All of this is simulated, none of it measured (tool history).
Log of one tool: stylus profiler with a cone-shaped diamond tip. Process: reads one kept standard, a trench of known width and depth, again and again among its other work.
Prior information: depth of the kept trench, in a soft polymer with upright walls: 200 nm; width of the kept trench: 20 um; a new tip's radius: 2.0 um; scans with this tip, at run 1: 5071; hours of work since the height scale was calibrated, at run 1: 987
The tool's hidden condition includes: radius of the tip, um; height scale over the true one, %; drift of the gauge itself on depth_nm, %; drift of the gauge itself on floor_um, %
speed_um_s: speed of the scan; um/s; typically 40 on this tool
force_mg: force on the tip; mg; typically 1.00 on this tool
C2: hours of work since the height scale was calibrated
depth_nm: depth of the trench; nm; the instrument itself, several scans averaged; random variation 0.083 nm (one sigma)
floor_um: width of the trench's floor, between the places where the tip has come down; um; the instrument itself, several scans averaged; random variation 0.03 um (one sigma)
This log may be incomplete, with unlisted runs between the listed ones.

Run 1, hour 0.0: usual settings; scans with this tip 5071; C2 987. Result: depth_nm 199.97 nm, floor_um 17.60 um.
Run 2, hour 111.6: usual settings but force_mg 1.94 mg; scans with this tip 5461; C2 1064. Result: depth_nm 200.39 nm, floor_um 17.66 um.
Run 3, hour 202.4: usual settings but force_mg 1.94 mg; scans with this tip 5779; C2 1126. Result: depth_nm 200.39 nm, floor_um 17.59 um.
Run 4, hour 281.5: usual settings but force_mg 1.94 mg; scans with this tip 6056; C2 1179. Result: depth_nm 200.29 nm, floor_um 17.61 um.
Run 5, hour 383.5: usual settings but force_mg 1.94 mg; scans with this tip 6413; C2 1249. Result: depth_nm 200.21 nm, floor_um 17.59 um.
Run 6, hour 496.3: usual settings but speed_um_s 10 um/s, force_mg 1.94 mg; scans with this tip 6809; C2 1326. Result: depth_nm 200.08 nm, floor_um 17.73 um.
Run 7, hour 615.6: usual settings but speed_um_s 10 um/s, force_mg 1.94 mg; scans with this tip 7227; C2 1407. Result: depth_nm 200.00 nm, floor_um 17.70 um.
Run 8, hour 726.2: usual settings but speed_um_s 10 um/s, force_mg 1.94 mg; scans with this tip 7613; C2 1483. Result: depth_nm 200.13 nm, floor_um 17.68 um.
Run 9, hour 789.9: usual settings but speed_um_s 10 um/s, force_mg 1.94 mg; scans with this tip 7837; C2 1526. Result: depth_nm 199.94 nm, floor_um 17.59 um.
Run 10, hour 905.6: usual settings but speed_um_s 27 um/s; scans with this tip 8242; C2 1605. Result: depth_nm 199.43 nm, floor_um 17.43 um.
Run 11, hour 979.2: usual settings but speed_um_s 25 um/s; scans with this tip 8500; C2 1655. Result: depth_nm 199.33 nm, floor_um 17.39 um.
Run 12, hour 1044.6: usual settings; scans with this tip 8729; C2 1700. Result: depth_nm 199.48 nm, floor_um 17.30 um.
At hour 1055.3: height scale calibrated on a step standard.
Run 13, hour 1165.3: usual settings; scans with this tip 9150; C2 75. Result: depth_nm 198.86 nm, floor_um 17.24 um.
Run 14, hour 1262.3: usual settings; scans with this tip 9489; C2 141. Result: depth_nm 198.84 nm, floor_um 17.24 um.
Run 15, hour 1347.1: usual settings; scans with this tip 9786; C2 199. Result: depth_nm 198.84 nm, floor_um 17.22 um.
At hour 1406.5: height scale calibrated on a step standard, once more.
Run 16, hour 1436.1: usual settings but speed_um_s 10 um/s; scans with this tip 10096; C2 20. Result: depth_nm 200.99 nm, floor_um 17.54 um.
Run 17, hour 1555.0: usual settings but speed_um_s 10 um/s; scans with this tip 10513; C2 101. Result: depth_nm 200.95 nm, floor_um 17.49 um.
Run 18, hour 1654.1: usual settings but speed_um_s 10 um/s; scans with this tip 10860; C2 169. Result: depth_nm 200.91 nm, floor_um 17.45 um.
Run 19, hour 1755.4: usual settings but speed_um_s 118 um/s, force_mg 1.50 mg; scans with this tip 11215; C2 238. Result: depth_nm 200.96 nm, floor_um 16.62 um.
Run 20, hour 1840.3: usual settings but speed_um_s 25 um/s, force_mg 1.37 mg; scans with this tip 11512; C2 296. Result: depth_nm 200.85 nm, floor_um 17.30 um.
Run 21, hour 1890.4: usual settings but speed_um_s 25 um/s, force_mg 1.37 mg; scans with this tip 11687; C2 330. Result: depth_nm 200.90 nm, floor_um 17.27 um.
Run 22, hour 1955.7: usual settings but speed_um_s 25 um/s, force_mg 1.37 mg; scans with this tip 11916; C2 375. Result: depth_nm 200.91 nm, floor_um 17.29 um.
Run 23, hour 2055.6: usual settings but speed_um_s 35 um/s, force_mg 0.39 mg; scans with this tip 12266; C2 443. Result: depth_nm 200.18 nm, floor_um 16.91 um.
Run 24, hour 2162.0: usual settings but speed_um_s 35 um/s, force_mg 0.39 mg; scans with this tip 12638; C2 515. Result: depth_nm 200.10 nm, floor_um 16.97 um.
Run 25, hour 2253.7: usual settings but speed_um_s 52 um/s, force_mg 2.33 mg; scans with this tip 12959; C2 578. Result: depth_nm 201.21 nm, floor_um 17.10 um.
Run 26, hour 2354.6: usual settings but speed_um_s 52 um/s, force_mg 2.33 mg; scans with this tip 13313; C2 647. Result: depth_nm 201.08 nm, floor_um 17.05 um.
Run 27, hour 2434.9: usual settings but speed_um_s 52 um/s, force_mg 2.33 mg; scans with this tip 13594; C2 701. Result: depth_nm 201.05 nm, floor_um 17.06 um.
Run 28, hour 2527.1: usual settings but speed_um_s 30 um/s, force_mg 1.92 mg; scans with this tip 13917; C2 764. Result: depth_nm 200.78 nm, floor_um 17.16 um.
Run 29, hour 2635.6: usual settings but speed_um_s 30 um/s, force_mg 1.92 mg; scans with this tip 14297; C2 838. Result: depth_nm 200.72 nm, floor_um 17.16 um.
Run 30, hour 2706.1: usual settings but speed_um_s 30 um/s, force_mg 1.92 mg; scans with this tip 14544; C2 886. Result: depth_nm 200.75 nm, floor_um 17.08 um.
Run 31, hour 2797.3: usual settings but speed_um_s 30 um/s, force_mg 1.92 mg; scans with this tip 14863; C2 949. Result: depth_nm 200.62 nm, floor_um 17.10 um.
Run 32, hour 2863.3: usual settings but speed_um_s 30 um/s, force_mg 1.92 mg; scans with this tip 15094; C2 994. Result: depth_nm 200.58 nm, floor_um 17.09 um.
Run 33, hour 2976.4: usual settings but speed_um_s 30 um/s, force_mg 1.92 mg; scans with this tip 15490; C2 1071. Result: depth_nm 200.45 nm, floor_um 17.04 um.
Run 34, hour 3026.7: usual settings but speed_um_s 75 um/s, force_mg 0.86 mg; scans with this tip 15666; C2 1105. Result: depth_nm 199.79 nm, floor_um 16.52 um.

Each row is a separate what-if for the run after 34, all from the same tool condition, not one after another. Results?
Run A, hour 3108.7: usual settings but speed_um_s 153 um/s, force_mg 0.47 mg; scans with this tip 15954; C2 1161. Result: depth_nm ?, floor_um ?.
Run B, hour 3108.7: usual settings but force_mg 0.90 mg; scans with this tip 15954; C2 1161. Result: depth_nm ?, floor_um ?.
Run C, hour 3108.7: usual settings but speed_um_s 14 um/s, force_mg 0.86 mg; scans with this tip 15954; C2 1161. Result: depth_nm ?, floor_um ?.

run  depth_nm  floor_um
  A    199.59     15.18
  B    199.97     16.90
  C    200.08     17.10
Had the tool no hidden state, the same runs would have come out as:
run  depth_nm  floor_um
  A    200.47     16.19
  B    200.84     17.91
  C    200.95     18.12
